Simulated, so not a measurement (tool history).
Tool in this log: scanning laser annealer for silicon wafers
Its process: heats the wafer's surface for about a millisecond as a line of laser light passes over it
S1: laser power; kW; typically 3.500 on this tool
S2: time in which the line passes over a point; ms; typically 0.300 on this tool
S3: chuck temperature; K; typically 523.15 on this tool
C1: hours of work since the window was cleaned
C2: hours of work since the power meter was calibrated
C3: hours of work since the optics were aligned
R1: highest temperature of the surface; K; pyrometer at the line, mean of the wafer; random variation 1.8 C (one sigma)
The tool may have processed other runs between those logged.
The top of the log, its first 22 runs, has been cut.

run	hour	S1	S2	S3	C1	C2	C3	R1
23	224.7	3.755	0.230	512.15	616	320	1226	1207.15
24	237.4	3.755	0.286	557.15	622	326	1232	1343.15
# hour 245.4: window over the wafer cleaned
25	251.3	3.755	0.286	557.15	3	331	1237	1363.15
26	261.3	3.755	0.286	557.15	7	336	1242	1362.15
27	270.6	3.755	0.286	557.15	11	340	1246	1363.15
28	280.3	3.768	0.300	523.15	16	344	1250	1355.15
29	287.0	3.768	0.308	555.15	19	347	1253	1393.15
30	294.3	3.768	0.308	555.15	22	350	1256	1395.15
31	304.9	3.328	0.336	523.15	27	355	1261	1281.15
32	316.6	3.120	0.336	523.15	32	360	1266	1222.15
33	323.3	3.149	0.343	523.15	35	363	1269	1237.15

3 options for the next run, each taken on its own from the tool as it stands now. Forecast them:
A	331.6	3.602	0.235	523.15	39	367	1273	?
B	331.6	3.430	0.343	492.15	39	367	1273	?
C	331.6	3.354	0.257	533.15	39	367	1273	?

run	R1
A	1212.15
B	1282.15
C	1194.15
What these runs would have given with no unlogged condition in the tool:
run	R1
A	1227.15
B	1299.15
C	1208.15
